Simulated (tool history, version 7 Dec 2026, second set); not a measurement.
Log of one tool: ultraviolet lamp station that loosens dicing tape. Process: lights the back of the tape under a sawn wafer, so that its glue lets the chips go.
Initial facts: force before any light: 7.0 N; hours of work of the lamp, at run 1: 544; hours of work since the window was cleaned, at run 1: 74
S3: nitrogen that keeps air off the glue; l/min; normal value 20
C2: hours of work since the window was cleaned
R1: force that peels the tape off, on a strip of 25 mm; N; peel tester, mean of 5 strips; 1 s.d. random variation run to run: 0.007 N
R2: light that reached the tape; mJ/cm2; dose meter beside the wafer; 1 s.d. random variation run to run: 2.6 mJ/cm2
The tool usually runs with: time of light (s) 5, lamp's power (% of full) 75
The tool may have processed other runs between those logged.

{"run": 1, "hour": 0.0, "time of light (s)": 5, "lamp's power (% of full)": 75, "S3": 20, "hours of work of the lamp": 544, "C2": 74, "R1": 0.335, "R2": 275}
{"run": 2, "hour": 16.0, "time of light (s)": 5, "lamp's power (% of full)": 75, "S3": 8, "hours of work of the lamp": 555, "C2": 85, "R1": 0.681, "R2": 279}
{"run": 3, "hour": 33.5, "time of light (s)": 5, "lamp's power (% of full)": 75, "S3": 8, "hours of work of the lamp": 567, "C2": 96, "R1": 0.684, "R2": 266}
{"run": 4, "hour": 44.2, "time of light (s)": 5, "lamp's power (% of full)": 75, "S3": 8, "hours of work of the lamp": 574, "C2": 104, "R1": 0.685, "R2": 272}
{"run": 5, "hour": 70.2, "time of light (s)": 5, "lamp's power (% of full)": 75, "S3": 18, "hours of work of the lamp": 592, "C2": 121, "R1": 0.366, "R2": 268}
{"run": 6, "hour": 92.2, "time of light (s)": 5, "lamp's power (% of full)": 75, "S3": 18, "hours of work of the lamp": 607, "C2": 136, "R1": 0.39, "R2": 272}
{"run": 7, "hour": 110.0, "time of light (s)": 5, "lamp's power (% of full)": 92, "S3": 20, "hours of work of the lamp": 619, "C2": 148, "R1": 0.246, "R2": 327}
{"run": 8, "hour": 129.8, "time of light (s)": 5, "lamp's power (% of full)": 92, "S3": 20, "hours of work of the lamp": 632, "C2": 162, "R1": 0.251, "R2": 326}
{"run": 9, "hour": 142.9, "time of light (s)": 5, "lamp's power (% of full)": 92, "S3": 20, "hours of work of the lamp": 641, "C2": 171, "R1": 0.255, "R2": 323}
{"run": 10, "hour": 157.0, "time of light (s)": 5, "lamp's power (% of full)": 92, "S3": 20, "hours of work of the lamp": 651, "C2": 180, "R1": 0.265, "R2": 319}
{"run": 11, "hour": 177.1, "time of light (s)": 5, "lamp's power (% of full)": 92, "S3": 20, "hours of work of the lamp": 664, "C2": 194, "R1": 0.249, "R2": 318}
{"run": 12, "hour": 200.0, "time of light (s)": 5, "lamp's power (% of full)": 75, "S3": 17, "hours of work of the lamp": 680, "C2": 209, "R1": 0.443, "R2": 256}
{"run": 13, "hour": 215.4, "time of light (s)": 5, "lamp's power (% of full)": 100, "S3": 20, "hours of work of the lamp": 690, "C2": 220, "R1": 0.227, "R2": 341}
{"run": 14, "hour": 237.8, "time of light (s)": 5, "lamp's power (% of full)": 75, "S3": 20, "hours of work of the lamp": 706, "C2": 235, "R1": 0.39, "R2": 248}
{"run": 15, "hour": 248.7, "time of light (s)": 5, "lamp's power (% of full)": 67, "S3": 20, "hours of work of the lamp": 713, "C2": 242, "R1": 0.501, "R2": 223}
{"run": 16, "hour": 269.5, "time of light (s)": 5, "lamp's power (% of full)": 75, "S3": 20, "hours of work of the lamp": 727, "C2": 256, "R1": 0.403, "R2": 250}
{"run": 17, "hour": 289.5, "time of light (s)": 5, "lamp's power (% of full)": 75, "S3": 20, "hours of work of the lamp": 741, "C2": 270, "R1": 0.422, "R2": 249}
{"run": 18, "hour": 302.8, "time of light (s)": 5, "lamp's power (% of full)": 84, "S3": 20, "hours of work of the lamp": 750, "C2": 279, "R1": 0.327, "R2": 282}
{"run": 19, "hour": 328.9, "time of light (s)": 5, "lamp's power (% of full)": 84, "S3": 20, "hours of work of the lamp": 767, "C2": 297, "R1": 0.341, "R2": 273}
{"run": 20, "hour": 346.1, "time of light (s)": 9, "lamp's power (% of full)": 75, "S3": 20, "hours of work of the lamp": 779, "C2": 308, "R1": 0.159, "R2": 441}
{"run": 21, "hour": 365.8, "time of light (s)": 9, "lamp's power (% of full)": 75, "S3": 20, "hours of work of the lamp": 792, "C2": 322, "R1": 0.172, "R2": 446}
{"run": 22, "hour": 379.3, "time of light (s)": 9, "lamp's power (% of full)": 75, "S3": 20, "hours of work of the lamp": 802, "C2": 331, "R1": 0.163, "R2": 431}
{"run": 23, "hour": 404.2, "time of light (s)": 9, "lamp's power (% of full)": 69, "S3": 16, "hours of work of the lamp": 818, "C2": 348, "R1": 0.196, "R2": 394}
{"run": 24, "hour": 422.4, "time of light (s)": 5, "lamp's power (% of full)": 67, "S3": 22, "hours of work of the lamp": 831, "C2": 360, "R1": 0.549, "R2": 214}
{"run": 25, "hour": 443.7, "time of light (s)": 7, "lamp's power (% of full)": 98, "S3": 23, "hours of work of the lamp": 845, "C2": 375, "R1": 0.165, "R2": 429}
{"run": 26, "hour": 454.9, "time of light (s)": 3, "lamp's power (% of full)": 71, "S3": 18, "hours of work of the lamp": 853, "C2": 382, "R1": 1.46, "R2": 134}
{"run": 27, "hour": 471.9, "time of light (s)": 3, "lamp's power (% of full)": 71, "S3": 18, "hours of work of the lamp": 864, "C2": 394, "R1": 1.472, "R2": 134}
{"hour": 477.0, "done": "lamp changed"}
{"run": 28, "hour": 487.5, "time of light (s)": 5, "lamp's power (% of full)": 82, "S3": 20, "hours of work of the lamp": 7, "C2": 404, "R1": 0.238, "R2": 331}
{"run": 29, "hour": 513.2, "time of light (s)": 3, "lamp's power (% of full)": 75, "S3": 10, "hours of work of the lamp": 25, "C2": 421, "R1": 1.24, "R2": 174}
{"run": 30, "hour": 527.5, "time of light (s)": 3, "lamp's power (% of full)": 75, "S3": 10, "hours of work of the lamp": 34, "C2": 431, "R1": 1.343, "R2": 180}
{"hour": 538.7, "done": "window cleaned of glue's vapour"}
{"run": 31, "hour": 545.4, "time of light (s)": 3, "lamp's power (% of full)": 75, "S3": 10, "hours of work of the lamp": 46, "C2": 5, "R1": 1.127, "R2": 194}
{"run": 32, "hour": 561.5, "time of light (s)": 3, "lamp's power (% of full)": 75, "S3": 10, "hours of work of the lamp": 57, "C2": 16, "R1": 1.142, "R2": 192}
{"run": 33, "hour": 581.3, "time of light (s)": 3, "lamp's power (% of full)": 75, "S3": 10, "hours of work of the lamp": 70, "C2": 29, "R1": 1.132, "R2": 191}
{"run": 34, "hour": 592.2, "time of light (s)": 7, "lamp's power (% of full)": 75, "S3": 21, "hours of work of the lamp": 78, "C2": 36, "R1": 0.168, "R2": 440}
{"run": 35, "hour": 603.8, "time of light (s)": 7, "lamp's power (% of full)": 75, "S3": 21, "hours of work of the lamp": 86, "C2": 44, "R1": 0.171, "R2": 443}
{"run": 36, "hour": 619.9, "time of light (s)": 3, "lamp's power (% of full)": 75, "S3": 37, "hours of work of the lamp": 97, "C2": 55, "R1": 0.508, "R2": 188}
{"run": 37, "hour": 633.2, "time of light (s)": 3, "lamp's power (% of full)": 75, "S3": 37, "hours of work of the lamp": 106, "C2": 64, "R1": 0.514, "R2": 185}
{"run": 38, "hour": 655.7, "time of light (s)": 3, "lamp's power (% of full)": 78, "S3": 14, "hours of work of the lamp": 121, "C2": 79, "R1": 0.875, "R2": 194}
{"run": 39, "hour": 675.6, "time of light (s)": 8, "lamp's power (% of full)": 84, "S3": 11, "hours of work of the lamp": 134, "C2": 93, "R1": 0.171, "R2": 549}
{"run": 40, "hour": 698.4, "time of light (s)": 8, "lamp's power (% of full)": 84, "S3": 11, "hours of work of the lamp": 150, "C2": 108, "R1": 0.174, "R2": 547}

Take each entry between the runs: how does the hidden state at the last listed run before it differ from the hidden state at the first listed run after it?
After run 27, before run 28: lamp changed (hour 477)
  lamp's light, % of a new lamp's: 78.2 -> 99.4; light that the window lets through, % of a clean one's: 91.6 -> 91.3
  measured minus no-state result, R1: +0.641 -> +0.034 N; R2: -54 -> -33 mJ/cm2
After run 30, before run 31: window cleaned of glue's vapour (hour 538.7)
  lamp's light, % of a new lamp's: 98.7 -> 98.5; light that the window lets through, % of a clean one's: 90.8 -> 99.2
  measured minus no-state result, R1: +0.222 -> +0.045 N; R2: -20 -> -5 mJ/cm2

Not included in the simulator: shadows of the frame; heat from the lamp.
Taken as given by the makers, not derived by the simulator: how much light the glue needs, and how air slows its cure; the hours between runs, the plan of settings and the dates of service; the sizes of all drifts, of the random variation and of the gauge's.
